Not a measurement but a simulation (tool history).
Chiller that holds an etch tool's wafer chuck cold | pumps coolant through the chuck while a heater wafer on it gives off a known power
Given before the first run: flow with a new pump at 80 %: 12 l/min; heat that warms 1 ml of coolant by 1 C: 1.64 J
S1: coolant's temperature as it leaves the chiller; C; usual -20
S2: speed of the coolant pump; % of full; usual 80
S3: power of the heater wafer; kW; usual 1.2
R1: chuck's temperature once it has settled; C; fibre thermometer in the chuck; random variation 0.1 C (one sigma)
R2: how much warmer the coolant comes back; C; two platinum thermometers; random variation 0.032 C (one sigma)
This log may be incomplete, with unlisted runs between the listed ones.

run	hour	S1	S2	S3	R1	R2
1	0	-20	80	1.2	-9.1	3.99
2	111.9	-14	80	1.2	-3.3	4.06
3	277.7	-30	80	1.2	-19.3	3.98
4	444.3	-16	80	1.2	-5.1	4.03
5	552.5	-20	67	1.2	-7.9	4.87
6	698.9	-20	71	1.2	-8.5	4.6
7	842.3	-20	71	1.2	-8.2	4.66
8	945.2	-20	80	1.2	-9.1	4.16
9	1062.1	-20	80	0.932	-11.4	3.2
10	1193	-20	80	1.2	-8.9	4.08
# hour 1267.2: coolant changed, channels flushed
11	1351.7	-20	80	1.2	-9.7	4.07
12	1442	-20	80	1.2	-9.6	4.12
13	1586.6	-20	66	1.2	-8.4	5.06
14	1679.1	-20	66	1.2	-8.3	5.04
15	1888	-20	66	1.2	-8.2	5.01
16	2086.5	-20	66	1.2	-8.2	5.08
17	2192.5	-12	80	1.2	-1.3	4.17
18	2284.3	-11	89	1.754	3.4	5.4
19	2376.6	-26	80	1.2	-15.5	4.17
20	2584.8	-26	80	1.2	-15.1	4.25
21	2735.8	-20	94	1.349	-9.2	3.97
22	2877.7	-20	94	1.349	-9	4.01
23	3033.3	-20	94	1.349	-9	4.03
24	3210.1	-21	66	0.916	-11.5	3.91
25	3350.1	-26	77	0.621	-20.2	2.3
26	3551.6	-27	77	1.212	-15.7	4.48
27	3638.2	-27	77	1.212	-15.6	4.48
28	3787.4	-10	86	1.2	0.4	4.03
29	3953.8	-11	80	1.2	-0.1	4.25
# hour 4055.8: chiller's thermometer calibrated
30	4126.3	-11	80	1.2	-0.5	4.28
31	4219.5	-14	80	0.807	-6.8	2.9
32	4328.6	-12	72	1.1	-1.9	4.41

Run 33, settings as shown, results not yet in. Your forecast:
33	4437.4	-20	80	0.663	?	?

R1: -14.1 C
R2: 2.37 C
The same run, on a tool lacking any hidden state, would have yielded R1 -14.8 C, R2 2.01 C.
